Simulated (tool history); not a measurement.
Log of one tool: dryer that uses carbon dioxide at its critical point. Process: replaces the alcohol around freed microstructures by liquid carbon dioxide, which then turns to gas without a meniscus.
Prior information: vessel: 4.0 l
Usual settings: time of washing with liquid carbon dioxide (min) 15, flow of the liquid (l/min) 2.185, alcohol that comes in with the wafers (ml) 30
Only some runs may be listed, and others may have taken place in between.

| run | hour | time of washing with liquid carbon dioxide (min) | flow of the liquid (l/min) | alcohol that comes in with the wafers (ml) | alcohol left in the vessel before it's heated (ppm by volume) |
|---|---|---|---|---|---|
| 1 | 0 | 15 | 2.185 | 30 | 73 |
| 2 | 19 | 15 | 2.185 | 53 | 103 |
| 3 | 43.5 | 15 | 2.185 | 55 | 108 |
| 4 | 60.8 | 18 | 2.185 | 55 | 71 |
| 5 | 85.5 | 18 | 2.185 | 55 | 69 |
| 6 | 108.3 | 18 | 2.185 | 55 | 68 |
| 7 | 130.7 | 18 | 2.185 | 55 | 69 |
| 8 | 150.8 | 18 | 2.185 | 55 | 66 |
| 9 | 176.1 | 15 | 2.06 | 30 | 103 |
| 10 | 190 | 15 | 2.06 | 30 | 102 |
| 11 | 213.5 | 15 | 2.06 | 30 | 97 |
| 12 | 226.3 | 14 | 2.185 | 30 | 107 |
| 13 | 240.9 | 14 | 2.185 | 30 | 108 |
| 14 | 259.9 | 18 | 2.185 | 30 | 73 |
| 15 | 281.8 | 18 | 2.185 | 30 | 60 |
| 16 | 305.6 | 15 | 2.185 | 30 | 97 |
| 17 | 334 | 15 | 1.76 | 30 | 171 |
| 18 | 361.8 | 15 | 1.43 | 30 | 288 |
| 19 | 376.7 | 15 | 1.43 | 30 | 312 |
| 20 | 399.2 | 15 | 1.43 | 30 | 315 |
| 21 | 426.5 | 15 | 1.43 | 30 | 328 |
| 22 | 442.3 | 15 | 1.43 | 30 | 316 |
| 23 | 463.2 | 15 | 1.43 | 30 | 332 |
| 24 | 488.2 | 15 | 1.43 | 30 | 329 |
| 25 | 510 | 15 | 1.82 | 111 | 487 |
| 26 | 527.8 | 15 | 1.82 | 111 | 477 |
| 27 | 543.7 | 16 | 1.56 | 30 | 215 |
|  | 556.4 | inlet filter changed |
| 28 | 556.4 | 20 | 2.49 | 30 | 60 |
| 29 | 573.4 | 15 | 2.39 | 51 | 88 |
| 30 | 600.3 | 15 | 2.2 | 79 | 129 |
| 31 | 616.1 | 15 | 2.2 | 25 | 88 |
| 32 | 632.6 | 15 | 2.2 | 25 | 85 |
| 33 | 651.1 | 13 | 1.51 | 115 | 958 |
| 34 | 677.8 | 13 | 1.51 | 115 | 973 |
| 35 | 697.9 | 9 | 2.185 | 80 | 735 |
| 36 | 718.3 | 15 | 2.72 | 80 | 84 |
| 37 | 736.7 | 12 | 2.32 | 34 | 140 |
| 38 | 749.9 | 14 | 2.38 | 56 | 115 |
| 39 | 774.2 | 15 | 3.21 | 30 | 74 |
| 40 | 791.4 | 9 | 2.43 | 24 | 216 |
| 41 | 814.2 | 9 | 1.42 | 24 | 735 |
| 42 | 831.9 | 22 | 1.67 | 67 | 105 |
| 43 | 855.7 | 11 | 3.03 | 67 | 136 |
| 44 | 868.6 | 24 | 2.54 | 94 | 82 |
| 45 | 887.5 | 24 | 3.53 | 35 | 74 |

Predict the results of run 46:
| 46 | 911.1 | 24 | 3.53 | 35 | ? |

{"run 46": {"alcohol left in the vessel before it's heated (ppm by volume)": 89}}
Take away the tool's hidden state, keep the run-to-run variation as it was, and the same run would have given alcohol left in the vessel before it's heated (ppm by volume) 18.
